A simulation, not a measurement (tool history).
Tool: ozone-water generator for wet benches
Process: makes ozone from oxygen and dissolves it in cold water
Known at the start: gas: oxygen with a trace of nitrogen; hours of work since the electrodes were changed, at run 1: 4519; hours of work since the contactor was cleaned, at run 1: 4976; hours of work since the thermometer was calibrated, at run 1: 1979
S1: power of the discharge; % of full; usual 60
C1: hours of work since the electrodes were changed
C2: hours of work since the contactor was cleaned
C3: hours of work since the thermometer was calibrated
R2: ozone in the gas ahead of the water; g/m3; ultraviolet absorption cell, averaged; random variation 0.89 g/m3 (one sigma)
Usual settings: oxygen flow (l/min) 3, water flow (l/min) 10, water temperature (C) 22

{"run": 1, "hour": 0.0, "S1": 60, "oxygen flow (l/min)": 3, "water flow (l/min)": 10, "water temperature (C)": 22, "C1": 4519, "C2": 4976, "C3": 1979, "dissolved ozone (ppm)": 14.9, "R2": 142.4}
{"run": 2, "hour": 81.5, "S1": 60, "oxygen flow (l/min)": 3, "water flow (l/min)": 10, "water temperature (C)": 22, "C1": 4594, "C2": 5052, "C3": 2054, "dissolved ozone (ppm)": 15, "R2": 141}
{"run": 3, "hour": 174.6, "S1": 60, "oxygen flow (l/min)": 3, "water flow (l/min)": 7, "water temperature (C)": 22, "C1": 4680, "C2": 5138, "C3": 2140, "dissolved ozone (ppm)": 18.7, "R2": 139.7}
{"run": 4, "hour": 231.8, "S1": 60, "oxygen flow (l/min)": 3, "water flow (l/min)": 10, "water temperature (C)": 22, "C1": 4733, "C2": 5191, "C3": 2193, "dissolved ozone (ppm)": 15, "R2": 142.8}
{"run": 5, "hour": 332.0, "S1": 60, "oxygen flow (l/min)": 3, "water flow (l/min)": 10, "water temperature (C)": 22, "C1": 4826, "C2": 5283, "C3": 2286, "dissolved ozone (ppm)": 14.9, "R2": 143.3}
{"run": 6, "hour": 445.7, "S1": 60, "oxygen flow (l/min)": 3, "water flow (l/min)": 10, "water temperature (C)": 22, "C1": 4931, "C2": 5388, "C3": 2391, "dissolved ozone (ppm)": 14.8, "R2": 140.4}
{"run": 7, "hour": 519.9, "S1": 60, "oxygen flow (l/min)": 3, "water flow (l/min)": 10, "water temperature (C)": 22, "C1": 4999, "C2": 5457, "C3": 2459, "dissolved ozone (ppm)": 15, "R2": 140.8}
{"run": 8, "hour": 643.0, "S1": 60, "oxygen flow (l/min)": 3, "water flow (l/min)": 10, "water temperature (C)": 22, "C1": 5113, "C2": 5571, "C3": 2573, "dissolved ozone (ppm)": 14.8, "R2": 140.4}
{"run": 9, "hour": 762.7, "S1": 60, "oxygen flow (l/min)": 3, "water flow (l/min)": 10, "water temperature (C)": 22, "C1": 5224, "C2": 5681, "C3": 2684, "dissolved ozone (ppm)": 15.1, "R2": 142.5}
{"run": 10, "hour": 885.8, "S1": 60, "oxygen flow (l/min)": 3, "water flow (l/min)": 13, "water temperature (C)": 22, "C1": 5337, "C2": 5795, "C3": 2797, "dissolved ozone (ppm)": 12.4, "R2": 140.8}
{"run": 11, "hour": 964.2, "S1": 60, "oxygen flow (l/min)": 3, "water flow (l/min)": 13, "water temperature (C)": 22, "C1": 5410, "C2": 5867, "C3": 2870, "dissolved ozone (ppm)": 12.3, "R2": 140.8}
{"run": 12, "hour": 1041.0, "S1": 60, "oxygen flow (l/min)": 3.37, "water flow (l/min)": 6, "water temperature (C)": 22, "C1": 5481, "C2": 5938, "C3": 2941, "dissolved ozone (ppm)": 19.4, "R2": 131}
{"run": 13, "hour": 1114.7, "S1": 60, "oxygen flow (l/min)": 1.98, "water flow (l/min)": 6, "water temperature (C)": 14, "C1": 5549, "C2": 6007, "C3": 3009, "dissolved ozone (ppm)": 24.8, "R2": 179.8}
{"run": 14, "hour": 1177.0, "S1": 63, "oxygen flow (l/min)": 3.3, "water flow (l/min)": 10, "water temperature (C)": 14, "C1": 5606, "C2": 6064, "C3": 3066, "dissolved ozone (ppm)": 17.3, "R2": 138.4}
{"run": 15, "hour": 1267.2, "S1": 51, "oxygen flow (l/min)": 3, "water flow (l/min)": 10, "water temperature (C)": 22, "C1": 5690, "C2": 6147, "C3": 3150, "dissolved ozone (ppm)": 13, "R2": 121.8}
{"run": 16, "hour": 1385.3, "S1": 51, "oxygen flow (l/min)": 3, "water flow (l/min)": 10, "water temperature (C)": 22, "C1": 5799, "C2": 6257, "C3": 3259, "dissolved ozone (ppm)": 12.7, "R2": 124.6}

Forecast each of these 4 alternatives for the next run:
{"run": "A", "hour": 1463.3, "S1": 90, "oxygen flow (l/min)": 3.71, "water flow (l/min)": 10, "water temperature (C)": 22, "C1": 5871, "C2": 6329, "C3": 3331, "dissolved ozone (ppm)": "?", "R2": "?"}
{"run": "B", "hour": 1463.3, "S1": 49, "oxygen flow (l/min)": 3, "water flow (l/min)": 10, "water temperature (C)": 22, "C1": 5871, "C2": 6329, "C3": 3331, "dissolved ozone (ppm)": "?", "R2": "?"}
{"run": "C", "hour": 1463.3, "S1": 60, "oxygen flow (l/min)": 3, "water flow (l/min)": 8, "water temperature (C)": 22, "C1": 5871, "C2": 6329, "C3": 3331, "dissolved ozone (ppm)": "?", "R2": "?"}
{"run": "D", "hour": 1463.3, "S1": 50, "oxygen flow (l/min)": 3, "water flow (l/min)": 14, "water temperature (C)": 22, "C1": 5871, "C2": 6329, "C3": 3331, "dissolved ozone (ppm)": "?", "R2": "?"}

run=A dissolved_ozone_(ppm)=19.9 R2=170.8
run=B dissolved_ozone_(ppm)=12.5 R2=117.6
run=C dissolved_ozone_(ppm)=17.1 R2=140.5
run=D dissolved_ozone_(ppm)=10.1 R2=120.5
Without the tool's hidden state the same runs would have given:
run=A dissolved_ozone_(ppm)=21.9 R2=182.3
run=B dissolved_ozone_(ppm)=13.4 R2=122.1
run=C dissolved_ozone_(ppm)=18.4 R2=147.2
run=D dissolved_ozone_(ppm)=10.8 R2=125.2

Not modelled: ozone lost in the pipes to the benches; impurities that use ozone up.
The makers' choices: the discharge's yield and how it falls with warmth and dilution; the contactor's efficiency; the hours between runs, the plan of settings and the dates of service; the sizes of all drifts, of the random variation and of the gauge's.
